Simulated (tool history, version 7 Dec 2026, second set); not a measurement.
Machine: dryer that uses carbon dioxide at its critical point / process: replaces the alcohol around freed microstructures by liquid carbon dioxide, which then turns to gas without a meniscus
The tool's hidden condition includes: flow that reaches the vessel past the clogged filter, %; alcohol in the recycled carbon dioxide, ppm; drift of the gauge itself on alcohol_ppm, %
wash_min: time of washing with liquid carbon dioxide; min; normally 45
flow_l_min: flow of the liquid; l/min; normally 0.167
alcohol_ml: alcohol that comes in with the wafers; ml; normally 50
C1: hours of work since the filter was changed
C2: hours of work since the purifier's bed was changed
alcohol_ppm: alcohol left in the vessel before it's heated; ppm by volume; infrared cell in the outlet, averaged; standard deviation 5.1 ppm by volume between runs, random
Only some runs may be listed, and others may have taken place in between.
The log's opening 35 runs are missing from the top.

Run 36, hour 1562: usual settings but flow_l_min 0.245 l/min, alcohol_ml 20 ml; C1 142; C2 594. Result: alcohol_ppm 229 ppm by volume.
Run 37, hour 1602: usual settings but flow_l_min 0.265 l/min, alcohol_ml 100 ml; C1 154; C2 606. Result: alcohol_ppm 226 ppm by volume.
Run 38, hour 1663.7: usual settings but wash_min 43 min, flow_l_min 0.175 l/min, alcohol_ml 25 ml; C1 173; C2 625. Result: alcohol_ppm 277 ppm by volume.
At hour 1668.1: inlet filter changed.
Run 39, hour 1707.9: usual settings but wash_min 58 min, flow_l_min 0.237 l/min, alcohol_ml 27 ml; C1 12; C2 638. Result: alcohol_ppm 238 ppm by volume.
Run 40, hour 1744.5: usual settings but wash_min 58 min, flow_l_min 0.237 l/min, alcohol_ml 27 ml; C1 23; C2 649. Result: alcohol_ppm 232 ppm by volume.
Run 41, hour 1789.4: usual settings but wash_min 31 min, flow_l_min 0.278 l/min, alcohol_ml 27 ml; C1 37; C2 663. Result: alcohol_ppm 247 ppm by volume.
Run 42, hour 1836.7: usual settings but wash_min 31 min, flow_l_min 0.278 l/min, alcohol_ml 28 ml; C1 51; C2 677. Result: alcohol_ppm 258 ppm by volume.
Run 43, hour 1865.8: usual settings but wash_min 32 min, flow_l_min 0.118 l/min, alcohol_ml 23 ml; C1 60; C2 686. Result: alcohol_ppm 1147 ppm by volume.
Run 44, hour 1918.8: usual settings but wash_min 32 min, flow_l_min 0.118 l/min, alcohol_ml 23 ml; C1 76; C2 702. Result: alcohol_ppm 1157 ppm by volume.
Run 45, hour 1972.1: usual settings but wash_min 32 min, flow_l_min 0.118 l/min, alcohol_ml 23 ml; C1 93; C2 719. Result: alcohol_ppm 1186 ppm by volume.
Run 46, hour 2031.5: usual settings but wash_min 32 min, flow_l_min 0.118 l/min, alcohol_ml 23 ml; C1 111; C2 737. Result: alcohol_ppm 1214 ppm by volume.
Run 47, hour 2070.6: usual settings but wash_min 32 min, flow_l_min 0.229 l/min, alcohol_ml 40 ml; C1 123; C2 749. Result: alcohol_ppm 346 ppm by volume.

Alternative continuations, all from the tool just after run 47; predict every row:
Run A, hour 2103: usual settings but flow_l_min 0.105 l/min, alcohol_ml 56 ml; C1 132; C2 758. Result: alcohol_ppm ?.
Run B, hour 2103: usual settings but wash_min 61 min, flow_l_min 0.229 l/min, alcohol_ml 60 ml; C1 132; C2 758. Result: alcohol_ppm ?.
Run C, hour 2103: usual settings but wash_min 49 min, flow_l_min 0.214 l/min, alcohol_ml 97 ml; C1 132; C2 758. Result: alcohol_ppm ?.

run  alcohol_ppm
  A         1369
  B          277
  C          302
Had the tool no hidden state, the same runs would have come out as:
run  alcohol_ppm
  A          843
  B            9
  C           13

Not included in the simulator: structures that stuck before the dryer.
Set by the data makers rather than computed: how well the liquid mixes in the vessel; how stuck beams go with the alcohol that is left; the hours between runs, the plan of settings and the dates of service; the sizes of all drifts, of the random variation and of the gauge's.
